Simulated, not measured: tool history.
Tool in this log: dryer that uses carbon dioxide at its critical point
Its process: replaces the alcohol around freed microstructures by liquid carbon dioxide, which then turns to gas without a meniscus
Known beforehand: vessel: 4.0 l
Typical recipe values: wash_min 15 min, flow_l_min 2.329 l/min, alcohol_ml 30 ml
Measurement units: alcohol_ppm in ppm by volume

{"run": 1, "day": 0.0, "wash_min": 15, "flow_l_min": 2.329, "alcohol_ml": 30, "alcohol_ppm": 37}
{"run": 2, "day": 1.388, "wash_min": 15, "flow_l_min": 2.329, "alcohol_ml": 30, "alcohol_ppm": 34}
{"day": 2.154, "done": "inlet filter changed"}
{"run": 3, "day": 2.912, "wash_min": 15, "flow_l_min": 2.329, "alcohol_ml": 30, "alcohol_ppm": 28}
{"run": 4, "day": 4.85, "wash_min": 15, "flow_l_min": 2.329, "alcohol_ml": 30, "alcohol_ppm": 32}
{"run": 5, "day": 6.104, "wash_min": 15, "flow_l_min": 2.329, "alcohol_ml": 30, "alcohol_ppm": 33}
{"run": 6, "day": 7.767, "wash_min": 15, "flow_l_min": 2.329, "alcohol_ml": 30, "alcohol_ppm": 35}
{"run": 7, "day": 10.088, "wash_min": 15, "flow_l_min": 2.329, "alcohol_ml": 30, "alcohol_ppm": 39}
{"run": 8, "day": 11.142, "wash_min": 15, "flow_l_min": 2.16, "alcohol_ml": 30, "alcohol_ppm": 42}
{"run": 9, "day": 13.017, "wash_min": 15, "flow_l_min": 2.329, "alcohol_ml": 30, "alcohol_ppm": 39}
{"run": 10, "day": 15.162, "wash_min": 15, "flow_l_min": 2.329, "alcohol_ml": 30, "alcohol_ppm": 41}
{"run": 11, "day": 17.121, "wash_min": 15, "flow_l_min": 2.329, "alcohol_ml": 30, "alcohol_ppm": 47}
{"run": 12, "day": 18.433, "wash_min": 15, "flow_l_min": 2.329, "alcohol_ml": 30, "alcohol_ppm": 50}
{"run": 13, "day": 19.833, "wash_min": 15, "flow_l_min": 2.329, "alcohol_ml": 30, "alcohol_ppm": 51}
{"run": 14, "day": 21.858, "wash_min": 15, "flow_l_min": 2.329, "alcohol_ml": 30, "alcohol_ppm": 57}
{"run": 15, "day": 23.471, "wash_min": 15, "flow_l_min": 2.329, "alcohol_ml": 30, "alcohol_ppm": 45}
{"run": 16, "day": 25.621, "wash_min": 11, "flow_l_min": 1.42, "alcohol_ml": 29, "alcohol_ppm": 298}
{"run": 17, "day": 26.729, "wash_min": 15, "flow_l_min": 3.21, "alcohol_ml": 35, "alcohol_ppm": 42}
{"run": 18, "day": 28.254, "wash_min": 22, "flow_l_min": 1.82, "alcohol_ml": 39, "alcohol_ppm": 52}
{"run": 19, "day": 30.246, "wash_min": 11, "flow_l_min": 2.9, "alcohol_ml": 32, "alcohol_ppm": 56}
{"day": 30.833, "done": "inlet filter changed"}
{"run": 20, "day": 32.371, "wash_min": 11, "flow_l_min": 2.9, "alcohol_ml": 32, "alcohol_ppm": 50}
{"run": 21, "day": 34.329, "wash_min": 11, "flow_l_min": 2.05, "alcohol_ml": 44, "alcohol_ppm": 101}
{"run": 22, "day": 35.462, "wash_min": 11, "flow_l_min": 2.05, "alcohol_ml": 50, "alcohol_ppm": 112}
{"run": 23, "day": 37.912, "wash_min": 11, "flow_l_min": 3.52, "alcohol_ml": 51, "alcohol_ppm": 63}
{"run": 24, "day": 39.067, "wash_min": 10, "flow_l_min": 2.14, "alcohol_ml": 24, "alcohol_ppm": 105}

Forecast run 25:
{"run": 25, "day": 40.3, "wash_min": 12, "flow_l_min": 2.329, "alcohol_ml": 23, "alcohol_ppm": "?"}

Run 25 gave alcohol_ppm 59 ppm by volume.
On a tool with no hidden condition, and with the same random variation, this run would have come out at alcohol_ppm 4 ppm by volume.
